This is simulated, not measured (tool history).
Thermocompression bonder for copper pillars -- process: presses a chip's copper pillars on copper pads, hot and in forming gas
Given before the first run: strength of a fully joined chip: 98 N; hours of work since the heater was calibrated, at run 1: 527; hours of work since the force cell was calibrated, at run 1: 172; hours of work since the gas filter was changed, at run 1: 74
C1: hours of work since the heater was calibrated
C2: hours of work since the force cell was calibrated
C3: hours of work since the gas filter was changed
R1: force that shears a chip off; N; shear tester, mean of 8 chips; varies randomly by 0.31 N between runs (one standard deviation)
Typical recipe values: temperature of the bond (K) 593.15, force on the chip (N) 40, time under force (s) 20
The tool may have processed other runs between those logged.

Run 1, hour 0.0: usual settings; C1 527; C2 172; C3 74. Result: R1 54.6 N.
Run 2, hour 5.2: usual settings; C1 530; C2 175; C3 77. Result: R1 54.3 N.
Run 3, hour 17.0: usual settings; C1 537; C2 182; C3 84. Result: R1 54.3 N.
Run 4, hour 26.3: usual settings; C1 542; C2 188; C3 89. Result: R1 54.0 N.
Run 5, hour 37.9: usual settings; C1 549; C2 195; C3 96. Result: R1 54.6 N.
Run 6, hour 50.0: usual settings; C1 556; C2 202; C3 104. Result: R1 54.8 N.
Run 7, hour 58.9: usual settings; C1 562; C2 207; C3 109. Result: R1 54.4 N.
Run 8, hour 69.8: usual settings; C1 568; C2 214; C3 115. Result: R1 55.3 N.
Run 9, hour 79.1: usual settings; C1 574; C2 219; C3 121. Result: R1 54.2 N.
Run 10, hour 89.7: usual settings; C1 580; C2 225; C3 127. Result: R1 54.9 N.
Run 11, hour 97.1: usual settings but time under force (s) 15; C1 584; C2 230; C3 132. Result: R1 50.0 N.
Run 12, hour 108.3: usual settings but temperature of the bond (K) 619.15; C1 591; C2 236; C3 138. Result: R1 68.8 N.
Run 13, hour 113.4: usual settings; C1 594; C2 239; C3 141. Result: R1 55.0 N.
Run 14, hour 124.2: usual settings; C1 600; C2 246; C3 148. Result: R1 55.5 N.
Run 15, hour 132.6: usual settings; C1 605; C2 251; C3 153. Result: R1 55.3 N.
Run 16, hour 140.8: usual settings; C1 610; C2 256; C3 157. Result: R1 55.5 N.
Run 17, hour 146.4: usual settings; C1 613; C2 259; C3 161. Result: R1 55.4 N.
Run 18, hour 155.7: usual settings; C1 619; C2 265; C3 166. Result: R1 54.7 N.
Run 19, hour 162.1: usual settings but temperature of the bond (K) 588.15; C1 623; C2 268; C3 170. Result: R1 52.8 N.
Run 20, hour 170.2: usual settings but temperature of the bond (K) 588.15, force on the chip (N) 31; C1 628; C2 273; C3 175. Result: R1 42.3 N.
Run 21, hour 175.9: usual settings but temperature of the bond (K) 588.15, force on the chip (N) 31; C1 631; C2 277; C3 178. Result: R1 42.4 N.
Run 22, hour 183.7: usual settings but temperature of the bond (K) 612.15, force on the chip (N) 54, time under force (s) 22; C1 636; C2 281; C3 183. Result: R1 79.4 N.
Run 23, hour 189.3: usual settings but temperature of the bond (K) 599.15, time under force (s) 38; C1 639; C2 284; C3 186. Result: R1 70.3 N.
Run 24, hour 194.8: usual settings but temperature of the bond (K) 623.15; C1 642; C2 288; C3 189. Result: R1 71.6 N.
Run 25, hour 200.9: usual settings but temperature of the bond (K) 616.15, force on the chip (N) 43; C1 646; C2 291; C3 193. Result: R1 71.4 N.
Run 26, hour 210.4: usual settings but temperature of the bond (K) 585.15, force on the chip (N) 36, time under force (s) 25; C1 651; C2 297; C3 199. Result: R1 51.1 N.
Run 27, hour 221.2: usual settings but temperature of the bond (K) 579.15, force on the chip (N) 36, time under force (s) 25; C1 658; C2 303; C3 205. Result: R1 47.3 N.
Run 28, hour 233.7: usual settings but temperature of the bond (K) 585.15; C1 665; C2 311; C3 213. Result: R1 51.5 N.

Expected results for the next run?
At hour 239.7: gauge calibrated.
Run 29, hour 242.4: usual settings but temperature of the bond (K) 585.15; C1 670; C2 316; C3 218. Result: R1 ?.

R1: 50.3 N
Had the tool carried no hidden state, the very same run would have given R1 50.2 N.
